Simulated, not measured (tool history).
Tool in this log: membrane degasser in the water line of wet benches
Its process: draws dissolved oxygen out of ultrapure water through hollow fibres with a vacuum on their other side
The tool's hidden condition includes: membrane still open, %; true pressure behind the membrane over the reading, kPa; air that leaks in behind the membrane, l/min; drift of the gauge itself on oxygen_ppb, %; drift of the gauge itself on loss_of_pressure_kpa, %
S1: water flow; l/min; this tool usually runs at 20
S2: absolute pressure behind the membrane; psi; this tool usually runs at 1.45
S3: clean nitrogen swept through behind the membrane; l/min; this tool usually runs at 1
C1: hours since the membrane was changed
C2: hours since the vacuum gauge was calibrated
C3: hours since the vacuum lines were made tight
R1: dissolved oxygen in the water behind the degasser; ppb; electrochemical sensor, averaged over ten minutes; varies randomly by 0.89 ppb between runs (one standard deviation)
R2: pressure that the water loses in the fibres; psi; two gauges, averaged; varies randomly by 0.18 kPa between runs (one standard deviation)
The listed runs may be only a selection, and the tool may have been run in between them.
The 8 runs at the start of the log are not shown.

{"run": 9, "hour": 736.8, "S1": 20, "S2": 1.45, "S3": 1, "C1": 1354, "C2": 1080, "C3": 2047, "R1": 310.9, "R2": 4.611}
{"run": 10, "hour": 865.1, "S1": 20, "S2": 1.45, "S3": 0.49, "C1": 1483, "C2": 1208, "C3": 2175, "R1": 541.6, "R2": 4.612}
{"run": 11, "hour": 968.4, "S1": 20, "S2": 1.45, "S3": 0.49, "C1": 1586, "C2": 1312, "C3": 2278, "R1": 543.6, "R2": 4.612}
{"run": 12, "hour": 1095.9, "S1": 20, "S2": 1.45, "S3": 0.49, "C1": 1714, "C2": 1439, "C3": 2406, "R1": 546, "R2": 4.659}
{"run": 13, "hour": 1184.2, "S1": 20, "S2": 3.58, "S3": 0.49, "C1": 1802, "C2": 1527, "C3": 2494, "R1": 1503.2, "R2": 4.641}
{"run": 14, "hour": 1254.3, "S1": 20, "S2": 3.58, "S3": 0.49, "C1": 1872, "C2": 1598, "C3": 2564, "R1": 1503.5, "R2": 4.68}
{"run": 15, "hour": 1339.0, "S1": 20, "S2": 3.58, "S3": 0.49, "C1": 1957, "C2": 1682, "C3": 2649, "R1": 1497.8, "R2": 4.614}
{"run": 16, "hour": 1447.2, "S1": 20, "S2": 2.96, "S3": 1, "C1": 2065, "C2": 1791, "C3": 2757, "R1": 726.8, "R2": 4.704}
{"run": 17, "hour": 1515.6, "S1": 20, "S2": 3.06, "S3": 2.09, "C1": 2133, "C2": 1859, "C3": 2825, "R1": 403.7, "R2": 4.657}
{"run": 18, "hour": 1578.8, "S1": 32, "S2": 3.06, "S3": 0.9, "C1": 2196, "C2": 1922, "C3": 2889, "R1": 1183.8, "R2": 7.498}
{"run": 19, "hour": 1649.4, "S1": 20, "S2": 1.38, "S3": 2.11, "C1": 2267, "C2": 1993, "C3": 2959, "R1": 156.6, "R2": 4.711}
{"run": 20, "hour": 1737.4, "S1": 20, "S2": 1.38, "S3": 2.11, "C1": 2355, "C2": 2081, "C3": 3047, "R1": 156, "R2": 4.68}
{"run": 21, "hour": 1789.6, "S1": 20, "S2": 1.45, "S3": 0.62, "C1": 2407, "C2": 2133, "C3": 3099, "R1": 454.3, "R2": 4.634}
{"run": 22, "hour": 1845.2, "S1": 14, "S2": 1.45, "S3": 0.62, "C1": 2463, "C2": 2189, "C3": 3155, "R1": 334.3, "R2": 3.288}
{"run": 23, "hour": 1971.5, "S1": 20, "S2": 1.45, "S3": 0.82, "C1": 2589, "C2": 2315, "C3": 3281, "R1": 366.9, "R2": 4.733}
{"run": 24, "hour": 2076.4, "S1": 14, "S2": 2.12, "S3": 0.99, "C1": 2694, "C2": 2420, "C3": 3386, "R1": 365, "R2": 3.288}
{"run": 25, "hour": 2160.3, "S1": 19, "S2": 2.68, "S3": 0.99, "C1": 2778, "C2": 2504, "C3": 3470, "R1": 624.9, "R2": 4.499}
{"run": 26, "hour": 2226.0, "S1": 14, "S2": 1.45, "S3": 1, "C1": 2844, "C2": 2569, "C3": 3536, "R1": 222.3, "R2": 3.304}
{"run": 27, "hour": 2351.8, "S1": 27, "S2": 0.96, "S3": 1, "C1": 2969, "C2": 2695, "C3": 3662, "R1": 222.4, "R2": 6.357}
{"hour": 2390.1, "done": "gauge calibrated"}
{"run": 28, "hour": 2410.5, "S1": 20, "S2": 1.93, "S3": 0.46, "C1": 3028, "C2": 2754, "C3": 3720, "R1": 813.4, "R2": 4.576}
{"run": 29, "hour": 2491.6, "S1": 20, "S2": 1.93, "S3": 0.46, "C1": 3109, "C2": 2835, "C3": 3801, "R1": 817, "R2": 4.601}
{"run": 30, "hour": 2551.7, "S1": 20, "S2": 1.77, "S3": 1.25, "C1": 3169, "C2": 2895, "C3": 3861, "R1": 334.1, "R2": 4.531}
{"run": 31, "hour": 2671.6, "S1": 26, "S2": 2.97, "S3": 1.25, "C1": 3289, "C2": 3015, "C3": 3981, "R1": 759.9, "R2": 5.99}

3 ways to go on from here, each from the tool as it stands after run 31. What would each give?
{"run": "A", "hour": 2748.2, "S1": 26, "S2": 2.97, "S3": 0.64, "C1": 3366, "C2": 3091, "C3": 4058, "R1": "?", "R2": "?"}
{"run": "B", "hour": 2748.2, "S1": 13, "S2": 2.48, "S3": 2.35, "C1": 3366, "C2": 3091, "C3": 4058, "R1": "?", "R2": "?"}
{"run": "C", "hour": 2748.2, "S1": 13, "S2": 2.26, "S3": 1.25, "C1": 3366, "C2": 3091, "C3": 4058, "R1": "?", "R2": "?"}

run=A R1=1255.8 R2=5.977
run=B R1=189.9 R2=2.975
run=C R1=301 R2=2.966
What these runs would have given with no unlogged condition in the tool:
run=A R1=1255.8 R2=5.949
run=B R1=189.9 R2=2.962
run=C R1=301 R2=2.953
